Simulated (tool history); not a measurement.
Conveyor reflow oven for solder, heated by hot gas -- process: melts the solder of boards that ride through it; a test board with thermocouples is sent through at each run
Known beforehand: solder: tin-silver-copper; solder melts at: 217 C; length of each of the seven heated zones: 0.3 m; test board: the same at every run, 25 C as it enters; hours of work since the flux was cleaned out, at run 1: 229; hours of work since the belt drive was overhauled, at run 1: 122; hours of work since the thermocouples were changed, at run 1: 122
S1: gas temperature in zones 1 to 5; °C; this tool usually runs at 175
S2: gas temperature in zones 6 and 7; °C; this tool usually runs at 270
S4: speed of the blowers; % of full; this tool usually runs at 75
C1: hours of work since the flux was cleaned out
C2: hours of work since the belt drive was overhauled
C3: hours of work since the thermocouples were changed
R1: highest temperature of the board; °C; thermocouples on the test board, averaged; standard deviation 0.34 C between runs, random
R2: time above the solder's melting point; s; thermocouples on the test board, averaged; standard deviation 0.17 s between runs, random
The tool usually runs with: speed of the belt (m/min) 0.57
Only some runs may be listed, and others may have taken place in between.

Run 1, hour 0: usual settings; C1 229; C2 122; C3 122. Result: R1 254.3 °C, R2 48.8 s.
Run 2, hour 12.1: usual settings; C1 233; C2 127; C3 127. Result: R1 254.2 °C, R2 48.8 s.
Run 3, hour 25.2: usual settings but S2 275 °C; C1 239; C2 132; C3 132. Result: R1 259 °C, R2 51 s.
Run 4, hour 40.1: usual settings but speed of the belt (m/min) 0.524; C1 245; C2 138; C3 138. Result: R1 256.4 °C, R2 54.9 s.
Run 5, hour 51.8: usual settings; C1 250; C2 143; C3 143. Result: R1 254.4 °C, R2 49 s.
Run 6, hour 62.5: usual settings but S2 284 °C; C1 254; C2 147; C3 147. Result: R1 266.2 °C, R2 54.5 s.
Run 7, hour 70.4: usual settings; C1 257; C2 151; C3 151. Result: R1 254.1 °C, R2 48.5 s.
Run 8, hour 83.6: usual settings but S2 274 °C; C1 262; C2 156; C3 156. Result: R1 257.3 °C, R2 50.5 s.
Run 9, hour 94.4: usual settings; C1 267; C2 160; C3 160. Result: R1 254.1 °C, R2 48.6 s.
Run 10, hour 108.6: usual settings but S2 265 °C; C1 273; C2 166; C3 166. Result: R1 249.2 °C, R2 45.9 s.
Run 11, hour 117.6: usual settings but S2 265 °C; C1 276; C2 170; C3 170. Result: R1 249.2 °C, R2 45.8 s.
Run 12, hour 132.6: usual settings; C1 282; C2 176; C3 176. Result: R1 253.7 °C, R2 48.6 s.
Run 13, hour 141.9: usual settings; C1 286; C2 180; C3 180. Result: R1 253.7 °C, R2 48.6 s.
Run 14, hour 155.8: usual settings but speed of the belt (m/min) 0.524; C1 292; C2 185; C3 185. Result: R1 256.2 °C, R2 54.9 s.
At hour 164.2: flux residue cleaned out of gas plates and filters.
Run 15, hour 170.5: usual settings; C1 3; C2 189; C3 189. Result: R1 256.1 °C, R2 50 s.
Run 16, hour 186.9: usual settings but S1 190 °C, S2 278 °C, speed of the belt (m/min) 0.599, S4 51 % of full; C1 9; C2 196; C3 196. Result: R1 257.7 °C, R2 52.1 s.
Run 17, hour 194.9: usual settings but speed of the belt (m/min) 0.612, S4 76 % of full; C1 12; C2 199; C3 199. Result: R1 254.2 °C, R2 45.4 s.
Run 18, hour 209.9: usual settings but speed of the belt (m/min) 0.612, S4 76 % of full; C1 19; C2 205; C3 205. Result: R1 253.5 °C, R2 45.2 s.
Run 19, hour 225.8: usual settings but S2 284 °C, speed of the belt (m/min) 0.612, S4 76 % of full; C1 25; C2 212; C3 212. Result: R1 265.7 °C, R2 50.5 s.
Run 20, hour 236.6: usual settings but S1 171 °C, S2 271 °C, speed of the belt (m/min) 0.472, S4 60 % of full; C1 29; C2 216; C3 216. Result: R1 257.7 °C, R2 61 s.
Run 21, hour 254.1: usual settings but S1 171 °C, S2 271 °C, speed of the belt (m/min) 0.472, S4 60 % of full; C1 36; C2 223; C3 223. Result: R1 257.6 °C, R2 60.6 s.
Run 22, hour 270.1: usual settings but speed of the belt (m/min) 0.582; C1 43; C2 230; C3 230. Result: R1 255.5 °C, R2 48.1 s.
Run 23, hour 283.3: usual settings but S2 280 °C; C1 48; C2 235; C3 235. Result: R1 263.7 °C, R2 54.1 s.
Run 24, hour 297.2: usual settings but speed of the belt (m/min) 0.581, S4 68 % of full; C1 54; C2 241; C3 241. Result: R1 253.2 °C, R2 47.1 s.
Run 25, hour 304.8: usual settings but speed of the belt (m/min) 0.524, S4 68 % of full; C1 57; C2 244; C3 244. Result: R1 256.3 °C, R2 54.8 s.
Run 26, hour 318.2: usual settings but S1 187 °C, S2 280 °C, speed of the belt (m/min) 0.649, S4 50 % of full; C1 63; C2 249; C3 249. Result: R1 254.5 °C, R2 44.8 s.
Run 27, hour 331.7: usual settings but S1 187 °C, S2 261 °C, speed of the belt (m/min) 0.663, S4 50 % of full; C1 68; C2 255; C3 255. Result: R1 239 °C, R2 33.2 s.
Run 28, hour 349.2: usual settings but S1 186 °C, S2 261 °C, speed of the belt (m/min) 0.663, S4 63 % of full; C1 75; C2 262; C3 262. Result: R1 241.9 °C, R2 37 s.
Run 29, hour 361.4: usual settings but S1 186 °C, S2 261 °C, speed of the belt (m/min) 0.663, S4 63 % of full; C1 80; C2 267; C3 267. Result: R1 242.3 °C, R2 36.7 s.
Run 30, hour 374.9: usual settings but S1 186 °C, S2 260 °C, speed of the belt (m/min) 0.663, S4 79 % of full; C1 86; C2 272; C3 272. Result: R1 245 °C, R2 39.8 s.

What if the next run were any one of these 4? Each begins from the tool's condition after run 30:
Run A, hour 382.5: usual settings but S4 60 % of full; C1 89; C2 275; C3 275. Result: R1 ?, R2 ?.
Run B, hour 382.5: usual settings but S4 51 % of full; C1 89; C2 275; C3 275. Result: R1 ?, R2 ?.
Run C, hour 382.5: usual settings but S4 69 % of full; C1 89; C2 275; C3 275. Result: R1 ?, R2 ?.
Run D, hour 382.5: usual settings but S1 182 °C, S2 279 °C, speed of the belt (m/min) 0.613, S4 79 % of full; C1 89; C2 275; C3 275. Result: R1 ?, R2 ?.

run     R1    R2
  A  251.1  46.7
  B  248.9  44.3
  C  253.6  48.6
  D  263.1  51.3
Without the tool's hidden state the same runs would have given:
run     R1    R2
  A  252.6  47.5
  B  250.4  45.2
  C  255.2  49.3
  D  264.7  51.8
